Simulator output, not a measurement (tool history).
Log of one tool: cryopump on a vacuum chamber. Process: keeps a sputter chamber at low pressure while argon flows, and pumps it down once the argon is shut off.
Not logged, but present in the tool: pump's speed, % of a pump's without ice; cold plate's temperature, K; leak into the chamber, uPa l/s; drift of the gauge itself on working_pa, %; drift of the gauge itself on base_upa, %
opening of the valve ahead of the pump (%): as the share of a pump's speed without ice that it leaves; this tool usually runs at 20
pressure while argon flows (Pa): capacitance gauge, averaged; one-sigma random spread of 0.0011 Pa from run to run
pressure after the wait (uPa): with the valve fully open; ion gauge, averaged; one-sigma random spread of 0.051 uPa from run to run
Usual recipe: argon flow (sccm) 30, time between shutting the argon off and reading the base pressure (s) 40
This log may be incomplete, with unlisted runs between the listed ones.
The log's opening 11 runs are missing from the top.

run    hour  argon flow (sccm)  time between shutting the argon off and reading the base pressure (s)  opening of the valve ahead of the pump (%)  hours of work since the pump was warmed up and emptied  hours of work since the cold head was overhauled  hours of work since the chamber's fittings were tightened  pressure while argon flows (Pa)  pressure after the wait (uPa)
 12   482.1                 14                                                                     40                                          20                                                     731                                              1876                                                       1287                           0.1185                           3.45
 13   509.5                 14                                                                     40                                          20                                                     753                                              1899                                                       1309                           0.1179                           3.51
 14   545.2                 14                                                                     40                                          20                                                     783                                              1929                                                       1339                           0.1187                           3.53
 15   572.7                 14                                                                     40                                          20                                                     806                                              1952                                                       1362                           0.1191                           3.54
 16   617.9                 14                                                                     40                                          20                                                     843                                              1989                                                       1400                           0.1194                           3.59
 17   651.1                 14                                                                     40                                          20                                                     871                                              2017                                                       1427                           0.1182                           3.56
 18   678.2                 35                                                                     35                                          23                                                     894                                              2039                                                       1450                           0.2628                           3.95
 19   720.0                 35                                                                     35                                          23                                                     928                                              2074                                                       1485                           0.2604                           3.99
 20   757.1                 30                                                                     40                                          51                                                     959                                              2105                                                       1515                           0.1072                           3.54
 21   799.0                 30                                                                     40                                          51                                                     994                                              2140                                                       1550                           0.1074                           3.68
 22   840.2                 30                                                                     40                                          51                                                    1028                                              2174                                                       1584                           0.1090                           3.58
 23   874.7                 30                                                                     40                                          51                                                    1057                                              2203                                                       1613                           0.1095                           3.64
 24   915.3                 16                                                                     40                                          51                                                    1091                                              2236                                                       1647                           0.0590                           3.60
      942.6  -- pump warmed up, emptied and cooled again
 25   964.3                 12                                                                     40                                          29                                                      18                                              2273                                                       1683                           0.0691                           3.56
 26  1004.4                 12                                                                     40                                          29                                                      51                                              2306                                                       1717                           0.0671                           3.51
 27  1038.5                 13                                                                     33                                          20                                                      80                                              2335                                                       1745                           0.1069                           4.19

What does the tool deliver on the next run?
 28  1089.9                 13                                                                     33                                          20                                                     122                                              2377                                                       1788                                ?                              ?

pressure while argon flows (Pa): 0.1060
pressure after the wait (uPa): 4.18
With the hidden condition absent and the run-to-run variation left alone, this run would have shown pressure while argon flows (Pa) 0.1050, pressure after the wait (uPa) 3.72.

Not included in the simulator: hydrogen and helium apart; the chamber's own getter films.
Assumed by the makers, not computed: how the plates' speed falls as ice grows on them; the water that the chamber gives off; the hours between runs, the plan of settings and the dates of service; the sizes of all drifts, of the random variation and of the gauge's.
